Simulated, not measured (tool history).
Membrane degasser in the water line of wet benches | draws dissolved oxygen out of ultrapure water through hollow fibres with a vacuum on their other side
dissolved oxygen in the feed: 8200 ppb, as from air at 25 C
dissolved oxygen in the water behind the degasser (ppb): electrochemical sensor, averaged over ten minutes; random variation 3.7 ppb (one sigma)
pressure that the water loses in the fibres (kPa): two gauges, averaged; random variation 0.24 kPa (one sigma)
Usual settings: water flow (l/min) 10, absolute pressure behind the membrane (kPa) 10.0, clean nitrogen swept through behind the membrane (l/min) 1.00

run      day  water flow (l/min)  absolute pressure behind the membrane (kPa)  clean nitrogen swept through behind the membrane (l/min)  dissolved oxygen in the water behind the degasser (ppb)  pressure that the water loses in the fibres (kPa)
  1    0.000                  10                                         10.0                                                      1.00                                                    384.8                                              64.96
  2   15.108                  10                                         15.6                                                      1.00                                                    512.1                                              65.64
  3   29.071                  10                                         21.2                                                      1.00                                                    632.8                                              65.33
  4   39.308                  10                                         21.2                                                      1.00                                                    635.2                                              65.51
  5   48.429                  10                                         21.2                                                      1.00                                                    630.9                                              65.47
  6   58.750                  10                                         21.2                                                      1.00                                                    639.4                                              66.03
  7   68.950                  10                                         21.2                                                      1.00                                                    637.9                                              66.21
  8   78.983                  10                                         23.8                                                      1.00                                                    698.1                                              66.15
  9   89.475                  10                                         23.8                                                      1.00                                                    706.1                                              66.00
 10  103.788                  10                                         23.8                                                      1.00                                                    707.8                                              66.65
 11  113.112                  10                                         23.8                                                      1.00                                                    697.1                                              66.54
 12  127.646                  10                                         23.8                                                      1.00                                                    703.7                                              66.51
 13  135.838                   9                                         10.0                                                      1.00                                                    360.6                                              60.20
 14  146.717                   9                                         18.3                                                      0.42                                                    885.6                                              60.12
 15  160.988                  14                                          9.4                                                      0.66                                                    676.1                                              94.45
 16  172.971                  16                                         15.5                                                      1.05                                                    862.4                                             107.84
 17  186.583                   6                                          7.8                                                      2.97                                                    132.5                                              40.65
     190.038  -- seals of the vacuum lines changed
 18  198.533                   6                                          7.8                                                      2.97                                                    133.0                                              40.17
 19  210.254                  10                                          7.8                                                      0.45                                                    479.9                                              67.36
 20  220.458                  10                                          7.8                                                      0.74                                                    403.4                                              67.53
 21  232.900                  11                                         13.2                                                      0.66                                                    652.6                                              74.86
 22  240.283                  10                                         24.4                                                      0.40                                                   1230.9                                              68.04
 23  251.754                  10                                         24.4                                                      0.40                                                   1235.0                                              68.48
 24  261.967                   9                                          7.0                                                      1.20                                                    295.1                                              61.71
 25  269.408                   9                                          7.0                                                      1.20                                                    301.4                                              61.11

5 ways to go on from here, each from the tool as it stands after run 25. What would each give?
     274.200  -- vacuum gauge calibrated
  A  283.467                  14                                          7.0                                                      0.54                                                        ?                                                  ?
     274.200  -- vacuum gauge calibrated
  B  283.467                   9                                          8.7                                                      1.20                                                        ?                                                  ?
     274.200  -- vacuum gauge calibrated
  C  283.467                   7                                          6.9                                                      0.75                                                        ?                                                  ?
     274.200  -- vacuum gauge calibrated
  D  283.467                   9                                          6.9                                                      1.03                                                        ?                                                  ?
     274.200  -- vacuum gauge calibrated
  E  283.467                  13                                          7.3                                                      1.00                                                        ?                                                  ?

run  dissolved oxygen in the water behind the degasser (ppb)  pressure that the water loses in the fibres (kPa)
  A                                                    631.9                                              96.21
  B                                                    327.7                                              62.14
  C                                                    232.0                                              48.12
  D                                                    300.1                                              61.68
  E                                                    503.6                                              89.21
Without the tool's hidden state the same runs would have given:
run  dissolved oxygen in the water behind the degasser (ppb)  pressure that the water loses in the fibres (kPa)
  A                                                    560.1                                              90.51
  B                                                    280.2                                              58.46
  C                                                    197.2                                              45.28
  D                                                    253.9                                              58.03
  E                                                    436.3                                              83.92
